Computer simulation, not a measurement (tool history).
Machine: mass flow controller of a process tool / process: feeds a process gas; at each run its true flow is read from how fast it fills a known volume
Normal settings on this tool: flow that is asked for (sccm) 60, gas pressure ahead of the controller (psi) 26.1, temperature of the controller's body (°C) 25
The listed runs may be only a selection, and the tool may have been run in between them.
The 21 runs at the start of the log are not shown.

run,hour,flow that is asked for (sccm),gas pressure ahead of the controller (psi),temperature of the controller's body (°C),hours of work since the controller was set to zero,hours of work since the controller was changed,true flow (%)
22,4427.3,60,31.5,25,2525,2525,98.58
23,4676.6,60,31.5,25,2700,2700,98.47
24,4844.0,60,31.5,25,2818,2818,98.63
25,5056.8,31,28.6,25,2968,2968,98.34
26,5272.7,31,28.6,25,3121,3121,98.29
27,5432.6,83,26.1,25,3233,3233,98.71
28,5710.8,108,22.5,37,3430,3430,97.94
29,5989.4,55,26.1,29,3626,3626,98.08
30,6230.7,60,32.2,37,3796,3796,97.25
31,6497.0,60,32.2,37,3984,3984,97.22
32,6670.1,80,34.2,30,4106,4106,98.30
33,6852.1,80,34.2,30,4234,4234,98.32
34,6985.6,80,34.5,39,4328,4328,97.34
35,7188.6,30,22.0,25,4471,4471,98.23

Below are 5 alternative next runs, each starting from the tool's condition after run 35. Predict each:
A,7466.7,91,35.0,25,4667,4667,?
B,7466.7,60,30.6,25,4667,4667,?
C,7466.7,60,40.2,24,4667,4667,?
D,7466.7,79,38.9,32,4667,4667,?
E,7466.7,47,21.0,20,4667,4667,?

run,true flow (%)
A,98.90
B,98.56
C,98.83
D,98.00
E,98.92
The same runs, with their run-to-run variation unchanged, on a tool lacking any hidden condition would have given:
run,true flow (%)
A,98.91
B,98.57
C,98.84
D,98.00
E,98.93
